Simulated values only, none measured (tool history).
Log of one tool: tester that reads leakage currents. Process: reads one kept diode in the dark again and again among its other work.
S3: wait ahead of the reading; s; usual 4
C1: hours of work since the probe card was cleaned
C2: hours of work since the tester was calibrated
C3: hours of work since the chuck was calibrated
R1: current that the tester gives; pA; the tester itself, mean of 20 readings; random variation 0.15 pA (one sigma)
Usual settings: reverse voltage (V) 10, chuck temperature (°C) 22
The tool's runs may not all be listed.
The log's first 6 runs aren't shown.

Run 7, day 6.542: usual settings but S3 2.15 s; C1 844; C2 434; C3 1096. Result: R1 47.26 pA.
Run 8, day 7.771: usual settings but S3 1.39 s; C1 863; C2 453; C3 1116. Result: R1 47.69 pA.
Run 9, day 9.075: usual settings; C1 884; C2 474; C3 1136. Result: R1 46.66 pA.
Run 10, day 10.033: usual settings; C1 899; C2 489; C3 1151. Result: R1 46.74 pA.
Run 11, day 11.225: usual settings; C1 917; C2 508; C3 1170. Result: R1 46.76 pA.
Run 12, day 12.438: usual settings; C1 936; C2 527; C3 1189. Result: R1 47.06 pA.
Run 13, day 13.088: usual settings; C1 947; C2 537; C3 1199. Result: R1 47.07 pA.
Run 14, day 14.417: usual settings; C1 967; C2 558; C3 1220. Result: R1 46.8 pA.
Run 15, day 15.508: usual settings; C1 985; C2 575; C3 1237. Result: R1 46.79 pA.
Run 16, day 16.354: usual settings; C1 998; C2 588; C3 1250. Result: R1 46.83 pA.
Run 17, day 16.992: usual settings but chuck temperature (°C) 52; C1 1008; C2 598; C3 1260. Result: R1 538.62 pA.
Run 18, day 18.392: usual settings; C1 1030; C2 620; C3 1282. Result: R1 46.93 pA.
Run 19, day 19.129: usual settings; C1 1041; C2 632; C3 1294. Result: R1 46.83 pA.
Run 20, day 20.175: usual settings but reverse voltage (V) 11.3; C1 1058; C2 648; C3 1310. Result: R1 48.71 pA.
Run 21, day 20.788: usual settings but chuck temperature (°C) 21, S3 1.63 s; C1 1067; C2 658; C3 1320. Result: R1 43.45 pA.

Run 22 comes next. What will it give?
Run 22, day 21.471: usual settings but reverse voltage (V) 14.9, chuck temperature (°C) 21, S3 1.63 s; C1 1078; C2 668; C3 1331. Result: R1 ?.

{"run 22": {"R1": 50.68}}
Without the tool's hidden state the same run would have given R1 50.63 pA.
